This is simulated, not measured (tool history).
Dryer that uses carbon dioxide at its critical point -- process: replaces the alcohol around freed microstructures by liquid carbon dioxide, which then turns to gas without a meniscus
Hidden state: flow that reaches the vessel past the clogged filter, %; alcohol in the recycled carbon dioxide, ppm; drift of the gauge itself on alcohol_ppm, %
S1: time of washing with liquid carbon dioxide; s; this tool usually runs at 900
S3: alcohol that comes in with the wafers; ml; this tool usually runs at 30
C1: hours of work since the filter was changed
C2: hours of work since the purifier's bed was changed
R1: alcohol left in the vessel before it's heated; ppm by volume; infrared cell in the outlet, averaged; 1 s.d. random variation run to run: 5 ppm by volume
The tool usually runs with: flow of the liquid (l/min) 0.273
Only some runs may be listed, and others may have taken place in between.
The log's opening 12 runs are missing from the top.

{"run": 13, "hour": 487.6, "S1": 1080, "flow of the liquid (l/min)": 0.239, "S3": 30, "C1": 56, "C2": 716, "R1": 216}
{"run": 14, "hour": 519.5, "S1": 1080, "flow of the liquid (l/min)": 0.239, "S3": 30, "C1": 74, "C2": 735, "R1": 217}
{"run": 15, "hour": 551.2, "S1": 900, "flow of the liquid (l/min)": 0.273, "S3": 60, "C1": 93, "C2": 753, "R1": 253}
{"hour": 566.5, "done": "purifier's bed changed"}
{"run": 16, "hour": 591.3, "S1": 900, "flow of the liquid (l/min)": 0.273, "S3": 60, "C1": 115, "C2": 14, "R1": 72}
{"run": 17, "hour": 621.6, "S1": 900, "flow of the liquid (l/min)": 0.46, "S3": 62, "C1": 132, "C2": 32, "R1": 17}
{"run": 18, "hour": 645.3, "S1": 900, "flow of the liquid (l/min)": 0.46, "S3": 62, "C1": 146, "C2": 46, "R1": 21}
{"run": 19, "hour": 672.2, "S1": 1320, "flow of the liquid (l/min)": 0.352, "S3": 23, "C1": 162, "C2": 62, "R1": 23}
{"run": 20, "hour": 717.9, "S1": 1320, "flow of the liquid (l/min)": 0.352, "S3": 23, "C1": 188, "C2": 88, "R1": 21}
{"run": 21, "hour": 768.2, "S1": 960, "flow of the liquid (l/min)": 0.241, "S3": 30, "C1": 218, "C2": 118, "R1": 94}
{"run": 22, "hour": 792.9, "S1": 540, "flow of the liquid (l/min)": 0.359, "S3": 36, "C1": 232, "C2": 132, "R1": 273}
{"run": 23, "hour": 848.5, "S1": 540, "flow of the liquid (l/min)": 0.359, "S3": 36, "C1": 264, "C2": 164, "R1": 282}
{"run": 24, "hour": 885.2, "S1": 660, "flow of the liquid (l/min)": 0.23, "S3": 30, "C1": 286, "C2": 186, "R1": 673}
{"run": 25, "hour": 940.5, "S1": 660, "flow of the liquid (l/min)": 0.23, "S3": 30, "C1": 318, "C2": 218, "R1": 721}
{"run": 26, "hour": 985.3, "S1": 900, "flow of the liquid (l/min)": 0.201, "S3": 34, "C1": 344, "C2": 244, "R1": 381}
{"run": 27, "hour": 1030.3, "S1": 660, "flow of the liquid (l/min)": 0.201, "S3": 22, "C1": 370, "C2": 270, "R1": 915}
{"run": 28, "hour": 1068.1, "S1": 900, "flow of the liquid (l/min)": 0.171, "S3": 30, "C1": 392, "C2": 292, "R1": 688}
{"run": 29, "hour": 1106.4, "S1": 900, "flow of the liquid (l/min)": 0.273, "S3": 69, "C1": 415, "C2": 315, "R1": 206}
{"run": 30, "hour": 1151.6, "S1": 900, "flow of the liquid (l/min)": 0.409, "S3": 30, "C1": 441, "C2": 341, "R1": 89}
{"run": 31, "hour": 1178.3, "S1": 900, "flow of the liquid (l/min)": 0.409, "S3": 30, "C1": 457, "C2": 356, "R1": 102}

Each row is a separate what-if for the run after 31, all from the same tool condition, not one after another. Results?
{"hour": 1212.0, "done": "inlet filter changed"}
{"run": "A", "hour": 1214.3, "S1": 780, "flow of the liquid (l/min)": 0.25, "S3": 23, "C1": 1, "C2": 377, "R1": "?"}
{"hour": 1212.0, "done": "inlet filter changed"}
{"run": "B", "hour": 1214.3, "S1": 840, "flow of the liquid (l/min)": 0.409, "S3": 96, "C1": 1, "C2": 377, "R1": "?"}
{"hour": 1212.0, "done": "inlet filter changed"}
{"run": "C", "hour": 1214.3, "S1": 1020, "flow of the liquid (l/min)": 0.435, "S3": 32, "C1": 1, "C2": 377, "R1": "?"}
{"hour": 1212.0, "done": "inlet filter changed"}
{"run": "D", "hour": 1214.3, "S1": 600, "flow of the liquid (l/min)": 0.194, "S3": 32, "C1": 1, "C2": 377, "R1": "?"}

run=A R1=208
run=B R1=117
run=C R1=110
run=D R1=1641
With no hidden state in the tool, these same runs would have given:
run=A R1=104
run=B R1=13
run=C R1=7
run=D R1=1519

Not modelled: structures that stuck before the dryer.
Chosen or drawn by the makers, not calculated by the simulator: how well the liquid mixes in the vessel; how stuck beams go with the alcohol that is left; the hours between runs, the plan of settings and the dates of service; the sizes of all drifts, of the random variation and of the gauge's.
